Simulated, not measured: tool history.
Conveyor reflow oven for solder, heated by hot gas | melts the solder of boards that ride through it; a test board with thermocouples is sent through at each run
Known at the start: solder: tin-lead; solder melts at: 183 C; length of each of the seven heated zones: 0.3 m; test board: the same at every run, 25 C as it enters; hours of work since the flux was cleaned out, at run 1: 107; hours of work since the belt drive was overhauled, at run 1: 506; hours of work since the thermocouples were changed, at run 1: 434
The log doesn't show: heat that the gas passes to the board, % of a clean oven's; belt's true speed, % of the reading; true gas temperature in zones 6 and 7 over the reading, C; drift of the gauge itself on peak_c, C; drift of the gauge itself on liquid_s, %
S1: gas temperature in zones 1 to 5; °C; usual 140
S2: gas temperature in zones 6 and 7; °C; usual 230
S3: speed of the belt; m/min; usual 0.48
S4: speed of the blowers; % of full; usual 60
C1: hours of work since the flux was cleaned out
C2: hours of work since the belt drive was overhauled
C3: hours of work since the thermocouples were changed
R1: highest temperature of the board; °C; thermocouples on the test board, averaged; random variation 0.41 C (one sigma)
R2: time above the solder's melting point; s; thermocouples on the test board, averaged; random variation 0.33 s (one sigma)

{"run": 1, "day": 0.0, "S1": 140, "S2": 230, "S3": 0.48, "S4": 60, "C1": 107, "C2": 506, "C3": 434, "R1": 215.6, "R2": 56.1}
{"run": 2, "day": 2.583, "S1": 140, "S2": 230, "S3": 0.48, "S4": 60, "C1": 152, "C2": 551, "C3": 480, "R1": 215.5, "R2": 56.1}
{"run": 3, "day": 4.817, "S1": 140, "S2": 230, "S3": 0.48, "S4": 60, "C1": 191, "C2": 591, "C3": 519, "R1": 215.6, "R2": 56.3}
{"run": 4, "day": 7.017, "S1": 140, "S2": 234, "S3": 0.48, "S4": 60, "C1": 230, "C2": 629, "C3": 557, "R1": 219.7, "R2": 58.6}
{"run": 5, "day": 8.817, "S1": 140, "S2": 234, "S3": 0.48, "S4": 60, "C1": 261, "C2": 661, "C3": 589, "R1": 219.8, "R2": 59.3}
{"run": 6, "day": 10.929, "S1": 140, "S2": 230, "S3": 0.48, "S4": 60, "C1": 299, "C2": 698, "C3": 626, "R1": 215.8, "R2": 56.3}
{"run": 7, "day": 13.175, "S1": 140, "S2": 230, "S3": 0.48, "S4": 60, "C1": 338, "C2": 737, "C3": 665, "R1": 215.4, "R2": 56.7}
{"run": 8, "day": 14.921, "S1": 140, "S2": 230, "S3": 0.48, "S4": 60, "C1": 368, "C2": 768, "C3": 696, "R1": 215.6, "R2": 56.3}
{"run": 9, "day": 17.15, "S1": 140, "S2": 230, "S3": 0.48, "S4": 60, "C1": 408, "C2": 807, "C3": 735, "R1": 215.3, "R2": 56}
{"day": 17.888, "done": "flux residue cleaned out of gas plates and filters"}
{"run": 10, "day": 18.983, "S1": 140, "S2": 230, "S3": 0.48, "S4": 60, "C1": 19, "C2": 835, "C3": 763, "R1": 216.1, "R2": 56.2}
{"run": 11, "day": 20.25, "S1": 140, "S2": 230, "S3": 0.48, "S4": 60, "C1": 41, "C2": 857, "C3": 786, "R1": 216.7, "R2": 55.9}
{"run": 12, "day": 22.0, "S1": 140, "S2": 230, "S3": 0.48, "S4": 60, "C1": 72, "C2": 888, "C3": 816, "R1": 215.9, "R2": 56}
{"run": 13, "day": 24.292, "S1": 140, "S2": 230, "S3": 0.48, "S4": 60, "C1": 112, "C2": 928, "C3": 856, "R1": 215.8, "R2": 56.3}
{"run": 14, "day": 26.883, "S1": 140, "S2": 230, "S3": 0.48, "S4": 60, "C1": 158, "C2": 974, "C3": 902, "R1": 215.3, "R2": 55.7}
{"run": 15, "day": 28.296, "S1": 142, "S2": 230, "S3": 0.48, "S4": 60, "C1": 182, "C2": 998, "C3": 927, "R1": 216.1, "R2": 57.2}
{"run": 16, "day": 29.654, "S1": 142, "S2": 230, "S3": 0.39, "S4": 60, "C1": 206, "C2": 1022, "C3": 950, "R1": 220.8, "R2": 76.7}
{"run": 17, "day": 32.05, "S1": 129, "S2": 230, "S3": 0.48, "S4": 60, "C1": 248, "C2": 1064, "C3": 992, "R1": 213.8, "R2": 51.1}
{"run": 18, "day": 34.796, "S1": 140, "S2": 222, "S3": 0.48, "S4": 65, "C1": 296, "C2": 1112, "C3": 1041, "R1": 209.5, "R2": 51.8}
{"run": 19, "day": 36.796, "S1": 143, "S2": 230, "S3": 0.48, "S4": 61, "C1": 331, "C2": 1147, "C3": 1076, "R1": 216.5, "R2": 57.9}
{"run": 20, "day": 39.6, "S1": 145, "S2": 232, "S3": 0.475, "S4": 64, "C1": 381, "C2": 1196, "C3": 1125, "R1": 219.1, "R2": 61.4}
{"run": 21, "day": 41.012, "S1": 133, "S2": 236, "S3": 0.48, "S4": 82, "C1": 405, "C2": 1221, "C3": 1150, "R1": 224.1, "R2": 60.1}
{"day": 41.779, "done": "flux residue cleaned out of gas plates and filters"}
{"run": 22, "day": 42.412, "S1": 127, "S2": 230, "S3": 0.505, "S4": 60, "C1": 11, "C2": 1242, "C3": 1170, "R1": 212.2, "R2": 46.1}
{"run": 23, "day": 44.329, "S1": 127, "S2": 230, "S3": 0.505, "S4": 60, "C1": 45, "C2": 1276, "C3": 1204, "R1": 212.7, "R2": 46.4}
{"day": 46.379, "done": "belt drive overhauled, speed set with a stopwatch"}
{"run": 24, "day": 46.379, "S1": 147, "S2": 219, "S3": 0.544, "S4": 74, "C1": 78, "C2": 0, "C3": 1237, "R1": 205.8, "R2": 44.8}
{"run": 25, "day": 48.054, "S1": 147, "S2": 227, "S3": 0.544, "S4": 74, "C1": 107, "C2": 29, "C3": 1266, "R1": 213, "R2": 49.4}
{"run": 26, "day": 50.004, "S1": 147, "S2": 227, "S3": 0.544, "S4": 74, "C1": 141, "C2": 64, "C3": 1300, "R1": 213.4, "R2": 50.6}
{"run": 27, "day": 52.946, "S1": 133, "S2": 230, "S3": 0.456, "S4": 80, "C1": 193, "C2": 115, "C3": 1352, "R1": 219.5, "R2": 61.1}
{"day": 54.05, "done": "thermocouples of zones 6 and 7 changed"}
{"run": 28, "day": 55.692, "S1": 140, "S2": 242, "S3": 0.529, "S4": 70, "C1": 239, "C2": 162, "C3": 29, "R1": 225.8, "R2": 56.2}
{"run": 29, "day": 57.783, "S1": 140, "S2": 242, "S3": 0.529, "S4": 70, "C1": 276, "C2": 198, "C3": 65, "R1": 225.6, "R2": 56.9}
{"run": 30, "day": 60.296, "S1": 140, "S2": 242, "S3": 0.529, "S4": 70, "C1": 320, "C2": 242, "C3": 109, "R1": 225.8, "R2": 57.4}

Forecast each of these 5 alternatives for the next run:
{"run": "A", "day": 61.671, "S1": 141, "S2": 242, "S3": 0.57, "S4": 70, "C1": 344, "C2": 267, "C3": 134, "R1": "?", "R2": "?"}
{"run": "B", "day": 61.671, "S1": 140, "S2": 230, "S3": 0.48, "S4": 81, "C1": 344, "C2": 267, "C3": 134, "R1": "?", "R2": "?"}
{"run": "C", "day": 61.671, "S1": 140, "S2": 234, "S3": 0.428, "S4": 57, "C1": 344, "C2": 267, "C3": 134, "R1": "?", "R2": "?"}
{"run": "D", "day": 61.671, "S1": 131, "S2": 235, "S3": 0.48, "S4": 60, "C1": 344, "C2": 267, "C3": 134, "R1": "?", "R2": "?"}
{"run": "E", "day": 61.671, "S1": 129, "S2": 234, "S3": 0.444, "S4": 60, "C1": 344, "C2": 267, "C3": 134, "R1": "?", "R2": "?"}

run=A R1=223.6 R2=51.4
run=B R1=219 R2=58.7
run=C R1=221.7 R2=68.9
run=D R1=218.8 R2=55.2
run=E R1=219.9 R2=60.4
Without the tool's hidden state the same runs would have given:
run=A R1=223.7 R2=51.5
run=B R1=219.1 R2=58.8
run=C R1=221.8 R2=68.9
run=D R1=218.9 R2=55.3
run=E R1=220.1 R2=60.5
